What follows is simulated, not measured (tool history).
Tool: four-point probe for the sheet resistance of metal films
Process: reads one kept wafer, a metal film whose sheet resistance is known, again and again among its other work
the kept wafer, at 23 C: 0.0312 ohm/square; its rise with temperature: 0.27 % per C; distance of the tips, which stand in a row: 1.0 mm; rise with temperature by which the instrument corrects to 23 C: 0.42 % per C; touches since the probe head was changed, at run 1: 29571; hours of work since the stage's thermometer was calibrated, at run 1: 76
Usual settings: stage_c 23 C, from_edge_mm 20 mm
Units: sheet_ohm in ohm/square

| run | day | stage_c | from_edge_mm | touches since the probe head was changed | hours of work since the stage's thermometer was calibrated | sheet_ohm |
|---|---|---|---|---|---|---|
| 1 | 0 | 23 | 20 | 29571 | 76 | 0.031315 |
| 2 | 0.588 | 23 | 8 | 29925 | 84 | 0.031546 |
| 3 | 0.992 | 23 | 8 | 30165 | 90 | 0.031528 |
| 4 | 1.483 | 19 | 20 | 30462 | 97 | 0.031511 |
| 5 | 2.104 | 19 | 20 | 30835 | 105 | 0.031505 |
| 6 | 2.654 | 23 | 20 | 31166 | 113 | 0.031333 |
| 7 | 3.025 | 23 | 7 | 31386 | 118 | 0.031614 |
| 8 | 3.525 | 23 | 7 | 31687 | 124 | 0.031635 |
| 9 | 4.225 | 23 | 7 | 32109 | 134 | 0.031633 |
| 10 | 4.888 | 23 | 9 | 32505 | 143 | 0.031491 |
| 11 | 5.588 | 23 | 9 | 32925 | 153 | 0.031485 |
| 12 | 6.208 | 23 | 9 | 33298 | 161 | 0.031481 |
| 13 | 6.792 | 23 | 34 | 33649 | 169 | 0.031296 |
| 14 | 7.317 | 23 | 59 | 33963 | 176 | 0.031284 |
| 15 | 8.038 | 23 | 59 | 34397 | 186 | 0.031286 |
| 16 | 8.733 | 23 | 31 | 34814 | 196 | 0.031305 |
| 17 | 9.25 | 19 | 20 | 35125 | 203 | 0.031517 |
| 18 | 9.817 | 19 | 20 | 35465 | 211 | 0.031507 |
| 19 | 10.446 | 19 | 20 | 35843 | 219 | 0.03151 |
| 20 | 11.004 | 20 | 8 | 36179 | 227 | 0.03169 |
| 21 | 11.483 | 24 | 7 | 36467 | 234 | 0.031586 |
| 22 | 11.908 | 23 | 32 | 36723 | 239 | 0.031292 |
| 23 | 12.538 | 23 | 32 | 37099 | 248 | 0.031308 |
|  | 12.604 | stage's thermometer calibrated |
| 24 | 12.879 | 23 | 32 | 37292 | 4 | 0.031296 |
| 25 | 13.475 | 23 | 32 | 37650 | 12 | 0.031293 |
|  | 13.842 | stage's thermometer calibrated, once more |
| 26 | 14.196 | 20 | 12 | 38070 | 5 | 0.031549 |
| 27 | 14.912 | 29 | 32 | 38500 | 15 | 0.031054 |
| 28 | 15.321 | 23 | 56 | 38747 | 20 | 0.031299 |
| 29 | 15.983 | 23 | 57 | 39145 | 29 | 0.031305 |
| 30 | 16.571 | 23 | 43 | 39496 | 37 | 0.031306 |
| 31 | 17.1 | 23 | 43 | 39815 | 45 | 0.031309 |
| 32 | 17.608 | 23 | 43 | 40120 | 52 | 0.031319 |
| 33 | 18.312 | 23 | 6 | 40543 | 61 | 0.031763 |
| 34 | 18.912 | 24 | 75 | 40902 | 69 | 0.031262 |
| 35 | 19.483 | 22 | 9 | 41247 | 77 | 0.031557 |
| 36 | 19.85 | 28 | 44 | 41467 | 82 | 0.031086 |
| 37 | 20.229 | 18 | 7 | 41693 | 88 | 0.031887 |
| 38 | 20.775 | 25 | 20 | 42020 | 95 | 0.031263 |

4 ways to go on from here, each from the tool as it stands after run 38. What would each give?
| A | 21.45 | 31 | 28 | 42428 | 104 | ? |
| B | 21.45 | 30 | 38 | 42428 | 104 | ? |
| C | 21.45 | 33 | 57 | 42428 | 104 | ? |
| D | 21.45 | 23 | 11 | 42428 | 104 | ? |

| run | sheet_ohm |
|---|---|
| A | 0.030979 |
| B | 0.031009 |
| C | 0.030883 |
| D | 0.031429 |
Without the tool's hidden state the same runs would have given:
| run | sheet_ohm |
|---|---|
| A | 0.030874 |
| B | 0.030904 |
| C | 0.030778 |
| D | 0.031323 |

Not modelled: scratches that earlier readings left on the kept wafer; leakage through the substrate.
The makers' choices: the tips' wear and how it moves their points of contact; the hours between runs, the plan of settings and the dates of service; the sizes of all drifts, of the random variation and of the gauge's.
